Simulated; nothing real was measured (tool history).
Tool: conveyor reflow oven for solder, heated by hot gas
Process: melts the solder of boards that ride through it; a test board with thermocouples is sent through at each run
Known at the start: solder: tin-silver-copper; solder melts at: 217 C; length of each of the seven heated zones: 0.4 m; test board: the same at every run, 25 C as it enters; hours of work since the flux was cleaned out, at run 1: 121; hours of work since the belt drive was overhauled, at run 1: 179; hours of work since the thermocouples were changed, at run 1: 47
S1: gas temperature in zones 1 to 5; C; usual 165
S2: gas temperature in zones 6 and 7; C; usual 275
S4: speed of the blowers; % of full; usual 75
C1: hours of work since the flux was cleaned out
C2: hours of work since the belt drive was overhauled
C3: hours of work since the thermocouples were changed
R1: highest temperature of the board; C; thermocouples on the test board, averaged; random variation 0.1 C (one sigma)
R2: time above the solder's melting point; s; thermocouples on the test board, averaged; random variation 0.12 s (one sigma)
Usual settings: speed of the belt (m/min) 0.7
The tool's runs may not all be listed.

Run 1, day 0: usual settings; C1 121; C2 179; C3 47. Result: R1 263.8 C, R2 56.6 s.
Run 2, day 0.362: usual settings; C1 126; C2 183; C3 51. Result: R1 263.8 C, R2 56.4 s.
Run 3, day 0.633: usual settings; C1 129; C2 187; C3 54. Result: R1 263.6 C, R2 56.4 s.
Run 4, day 0.929: usual settings; C1 132; C2 190; C3 57. Result: R1 263.8 C, R2 56.4 s.
Run 5, day 1.35: usual settings; C1 137; C2 195; C3 62. Result: R1 263.9 C, R2 56.4 s.
Run 6, day 1.833: usual settings but speed of the belt (m/min) 0.65; C1 142; C2 200; C3 67. Result: R1 265.5 C, R2 62.1 s.
Run 7, day 2.346: usual settings but speed of the belt (m/min) 0.65; C1 148; C2 206; C3 73. Result: R1 265.5 C, R2 62.2 s.
Run 8, day 2.721: usual settings but speed of the belt (m/min) 0.715; C1 153; C2 210; C3 78. Result: R1 262.9 C, R2 54.9 s.
Run 9, day 3.288: usual settings but S1 174 C; C1 159; C2 217; C3 84. Result: R1 264.4 C, R2 59.4 s.
Run 10, day 3.7: usual settings but S1 174 C; C1 164; C2 222; C3 89. Result: R1 264.5 C, R2 59.4 s.
Run 11, day 4.079: usual settings but speed of the belt (m/min) 0.714; C1 168; C2 226; C3 93. Result: R1 263 C, R2 55 s.
Run 12, day 4.483: usual settings but S1 154 C; C1 173; C2 231; C3 98. Result: R1 262.3 C, R2 53.2 s.
Run 13, day 5.029: usual settings; C1 179; C2 237; C3 104. Result: R1 263.6 C, R2 56.4 s.
Run 14, day 5.404: usual settings; C1 183; C2 241; C3 108. Result: R1 263.5 C, R2 56.5 s.
Run 15, day 5.779: usual settings; C1 187; C2 245; C3 113. Result: R1 263.4 C, R2 56.4 s.
Run 16, day 6.075: usual settings but S2 266 C, speed of the belt (m/min) 0.704, S4 59 % of full; C1 191; C2 249; C3 116. Result: R1 251.2 C, R2 48.6 s.
Run 17, day 6.45: usual settings but S2 266 C, speed of the belt (m/min) 0.704, S4 59 % of full; C1 195; C2 253; C3 120. Result: R1 251.1 C, R2 48.4 s.
Run 18, day 6.942: usual settings but S2 266 C, speed of the belt (m/min) 0.704, S4 59 % of full; C1 201; C2 259; C3 126. Result: R1 251.1 C, R2 48.4 s.
Run 19, day 7.504: usual settings but S1 176 C, S2 266 C, speed of the belt (m/min) 0.788, S4 59 % of full; C1 207; C2 265; C3 132. Result: R1 249.4 C, R2 44.3 s.
Run 20, day 7.879: usual settings but S1 166 C, S2 270 C, speed of the belt (m/min) 0.57, S4 55 % of full; C1 211; C2 269; C3 137. Result: R1 259.9 C, R2 67.9 s.
Run 21, day 8.333: usual settings but S1 166 C, S2 271 C, S4 74 % of full; C1 217; C2 275; C3 142. Result: R1 259.4 C, R2 54.9 s.
Run 22, day 8.583: usual settings but S1 154 C, S4 61 % of full; C1 219; C2 277; C3 145. Result: R1 258.3 C, R2 50.6 s.
Run 23, day 8.979: usual settings but S1 154 C, S4 61 % of full; C1 224; C2 282; C3 149. Result: R1 258.3 C, R2 50.6 s.
Run 24, day 9.212: usual settings but S2 276 C, speed of the belt (m/min) 0.568; C1 227; C2 285; C3 152. Result: R1 268.9 C, R2 73.9 s.
Run 25, day 9.633: usual settings but S2 276 C, speed of the belt (m/min) 0.568; C1 231; C2 289; C3 157. Result: R1 269.1 C, R2 73.7 s.
Run 26, day 10.171: usual settings but S2 276 C, speed of the belt (m/min) 0.568; C1 238; C2 296; C3 163. Result: R1 269 C, R2 73.7 s.
Run 27, day 10.625: usual settings but S2 276 C, speed of the belt (m/min) 0.568; C1 243; C2 301; C3 168. Result: R1 269.1 C, R2 73.9 s.
Run 28, day 11.129: usual settings but S1 171 C, S2 281 C, speed of the belt (m/min) 0.649; C1 249; C2 307; C3 174. Result: R1 271.6 C, R2 66.3 s.
Run 29, day 11.458: usual settings but S1 171 C, S2 281 C, speed of the belt (m/min) 0.649; C1 252; C2 310; C3 177. Result: R1 271.5 C, R2 66.4 s.
Run 30, day 11.862: usual settings but S1 170 C, S2 280 C, speed of the belt (m/min) 0.649; C1 257; C2 315; C3 182. Result: R1 270.4 C, R2 65.8 s.

Some steps in R1 between neighbouring runs. How much of each would the tool show without its hidden state too (settings, what came in, random variation), and how much is left for the hidden state, with any gauge scatter that isn't in both results?
The hidden state here: heat that the gas passes to the board, % of a clean oven's; belt's true speed, % of the reading; true gas temperature in zones 6 and 7 over the reading, C; drift of the gauge itself on peak_c, C; drift of the gauge itself on liquid_s, %.
Run 15 -> 16: S2 275 -> 266, speed of the belt (m/min) 0.7 -> 0.704, S4 75 -> 59. R1 -12.2 C: hidden state +0.1, all else -12.3.
Run 19 -> 20: S1 176 -> 166, S2 266 -> 270, speed of the belt (m/min) 0.788 -> 0.57, S4 59 -> 55. R1 +10.5 C: hidden state +0.2, all else +10.3.
Run 20 -> 21: S2 270 -> 271, speed of the belt (m/min) 0.57 -> 0.7, S4 55 -> 74. R1 -0.5 C: hidden state -0.3, all else -0.2.
Run 23 -> 24: S1 154 -> 165, S2 275 -> 276, speed of the belt (m/min) 0.7 -> 0.568, S4 61 -> 75. R1 +10.6 C: hidden state +0.2, all else +10.4.
